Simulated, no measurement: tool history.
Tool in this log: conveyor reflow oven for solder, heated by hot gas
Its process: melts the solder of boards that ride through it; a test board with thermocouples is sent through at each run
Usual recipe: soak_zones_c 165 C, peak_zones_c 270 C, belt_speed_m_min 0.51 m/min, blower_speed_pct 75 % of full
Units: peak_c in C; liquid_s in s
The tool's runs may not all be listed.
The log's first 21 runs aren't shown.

Run 22, day 6.65: usual settings but belt_speed_m_min 0.467 m/min, blower_speed_pct 58 % of full. Result: peak_c 256.3 C, liquid_s 67.5 s.
Run 23, day 6.9: usual settings but belt_speed_m_min 0.412 m/min. Result: peak_c 261.9 C, liquid_s 83.5 s.
Run 24, day 7.138: usual settings but soak_zones_c 173 C, peak_zones_c 260 C, belt_speed_m_min 0.483 m/min, blower_speed_pct 67 % of full. Result: peak_c 249.1 C, liquid_s 62.8 s.
Run 25, day 7.371: usual settings but soak_zones_c 173 C, peak_zones_c 260 C, belt_speed_m_min 0.483 m/min, blower_speed_pct 67 % of full. Result: peak_c 248.4 C, liquid_s 62.8 s.
Run 26, day 7.533: usual settings but soak_zones_c 174 C, peak_zones_c 272 C. Result: peak_c 259.2 C, liquid_s 67.1 s.
Run 27, day 7.771: usual settings but soak_zones_c 167 C, peak_zones_c 273 C, blower_speed_pct 81 % of full. Result: peak_c 259.5 C, liquid_s 65.7 s.
Run 28, day 8.071: usual settings but soak_zones_c 167 C, peak_zones_c 273 C, blower_speed_pct 81 % of full. Result: peak_c 259.9 C, liquid_s 65.3 s.
Run 29, day 8.296: usual settings but soak_zones_c 176 C, peak_zones_c 261 C, belt_speed_m_min 0.451 m/min. Result: peak_c 252.8 C, liquid_s 73.3 s.
Run 30, day 8.579: usual settings but peak_zones_c 278 C, blower_speed_pct 77 % of full. Result: peak_c 263.6 C, liquid_s 66.8 s.
Run 31, day 8.808: usual settings but peak_zones_c 277 C, blower_speed_pct 64 % of full. Result: peak_c 260.9 C, liquid_s 64.8 s.
Run 32, day 9.096: usual settings but soak_zones_c 154 C, peak_zones_c 277 C, belt_speed_m_min 0.561 m/min, blower_speed_pct 64 % of full. Result: peak_c 254.1 C, liquid_s 51.1 s.

Forecast each of these 3 alternatives for the next run:
Run A, day 9.417: usual settings but soak_zones_c 151 C. Result: peak_c ?, liquid_s ?.
Run B, day 9.417: usual settings but soak_zones_c 166 C, peak_zones_c 275 C, belt_speed_m_min 0.424 m/min, blower_speed_pct 64 % of full. Result: peak_c ?, liquid_s ?.
Run C, day 9.417: usual settings but soak_zones_c 177 C, belt_speed_m_min 0.561 m/min, blower_speed_pct 64 % of full. Result: peak_c ?, liquid_s ?.

run  peak_c  liquid_s
  A     254        56
  B   264.5      82.4
  C   253.2      57.2
Without the tool's hidden state the same runs would have given:
run  peak_c  liquid_s
  A   253.4      55.5
  B   263.7      81.7
  C   252.6      56.8
